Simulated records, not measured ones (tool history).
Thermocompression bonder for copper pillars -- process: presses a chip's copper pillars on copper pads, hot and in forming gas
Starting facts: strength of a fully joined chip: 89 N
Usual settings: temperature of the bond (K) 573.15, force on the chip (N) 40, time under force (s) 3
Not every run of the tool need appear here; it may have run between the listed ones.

run   hour  temperature of the bond (K)  force on the chip (N)  time under force (s)  force that shears a chip off (N)
  1      0                       573.15                     40                     3                              31.6
  2   10.9                       573.15                     40                     3                              33.5
  3     21                       573.15                     40                     3                              33.5
  4     33                       575.15                     40                     3                              34.5
  5   48.1                       573.15                     40                     4                              36.9
  6   60.6                       573.15                     40                     3                              33.3
  7   67.3                       573.15                     40                     3                              33.1
  8   79.8                       573.15                     40                     3                              32.3
  9   94.1                       573.15                     40                     3                              33.9
 10  105.8                       573.15                     40                     3                              32.3
 11  112.7                       573.15                     40                     3                              33.5
 12  126.3                       573.15                     29                     3                              23.3
 13  135.3                       573.15                     29                     3                                23
 14  147.3                       573.15                     29                     3                              22.6
 15  160.3                       573.15                     40                     3                              32.6
 16  169.3                       573.15                     40                     3                              32.7
 17    183                       573.15                     40                     3                              33.6
 18  195.9                       573.15                     40                     2                              28.7
 19  206.1                       573.15                     40                     2                              27.7
 20  220.4                       573.15                     40                     2                              27.9
 21  227.1                       573.15                     40                     2                              28.4
 22  238.5                       551.15                     43                     2                              21.5
 23  246.2                       551.15                     43                     2                                22
 24  257.3                       577.15                     51                     3                              44.4
     259.7  -- force cell calibrated
 25  271.7                       565.15                     51                     3                                39

Run 26 has not been measured yet. What should we expect?
 26  280.2                       591.15                     27                     3                                 ?

{"run 26": {"force that shears a chip off (N)": 26.9}}
On a tool with no hidden condition, and with the same random variation, this run would have come out at force that shears a chip off (N) 25.
